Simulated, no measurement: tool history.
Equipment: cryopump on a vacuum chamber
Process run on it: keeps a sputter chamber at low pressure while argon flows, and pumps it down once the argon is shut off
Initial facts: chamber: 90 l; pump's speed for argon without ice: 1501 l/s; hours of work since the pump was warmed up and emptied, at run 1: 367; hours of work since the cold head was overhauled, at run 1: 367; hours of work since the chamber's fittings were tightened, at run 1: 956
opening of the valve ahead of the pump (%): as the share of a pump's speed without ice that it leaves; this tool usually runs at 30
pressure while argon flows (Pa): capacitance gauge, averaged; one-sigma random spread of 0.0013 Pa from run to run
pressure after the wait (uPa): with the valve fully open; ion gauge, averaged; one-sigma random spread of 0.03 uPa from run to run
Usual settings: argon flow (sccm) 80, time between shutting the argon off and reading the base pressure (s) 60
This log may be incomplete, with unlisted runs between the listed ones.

run	hour	argon flow (sccm)	time between shutting the argon off and reading the base pressure (s)	opening of the valve ahead of the pump (%)	hours of work since the pump was warmed up and emptied	hours of work since the cold head was overhauled	hours of work since the chamber's fittings were tightened	pressure while argon flows (Pa)	pressure after the wait (uPa)
1	0	80	60	30	367	367	956	0.3466	2.76
2	23.6	80	60	30	381	381	970	0.353	2.77
# hour 55.1: pump warmed up, emptied and cooled again
3	55.1	80	60	30	0	397	986	0.3023	2.29
4	84.6	80	60	30	17	414	1003	0.3017	2.33
5	117.5	80	51	30	37	433	1022	0.3046	2.55
6	145	80	51	30	53	449	1039	0.305	2.56
7	163.4	80	51	30	64	460	1049	0.3064	2.65
8	194.5	37	60	30	82	479	1068	0.1423	2.36
9	216.4	37	60	30	95	492	1081	0.1417	2.48
10	251.5	37	60	30	116	512	1101	0.1423	2.44
11	278.3	47	60	30	132	528	1117	0.1836	2.55
12	301.7	47	72	36	145	542	1131	0.1546	2.37
13	328.9	47	290	48	161	558	1147	0.1185	1.6
14	357.5	117	290	48	178	575	1164	0.2984	1.62
15	372.3	65	37	36	187	583	1173	0.2181	3.53
16	394.6	37	37	39	200	597	1186	0.1151	3.56
17	413.9	37	37	39	211	608	1197	0.1168	3.42
18	435.8	37	37	39	224	621	1210	0.1171	3.6
19	457.9	151	181	17	237	634	1223	1.0391	1.86
20	475.4	151	181	17	248	644	1233	1.0499	1.97
21	501.6	151	181	17	263	660	1249	1.0465	2

Forecast each of these 4 alternatives for the next run:
A	526.9	80	119	17	278	675	1264	?	?
B	526.9	78	60	16	278	675	1264	?	?
C	526.9	75	109	52	278	675	1264	?	?
D	526.9	41	268	30	278	675	1264	?	?

run	pressure while argon flows (Pa)	pressure after the wait (uPa)
A	0.5555	2.2
B	0.5824	2.97
C	0.1891	2.3
D	0.169	1.88
Stripped of hidden state, with their random variation kept, the same runs would have yielded:
run	pressure while argon flows (Pa)	pressure after the wait (uPa)
A	0.5274	0.84
B	0.5547	1.55
C	0.1627	0.9
D	0.1545	0.49
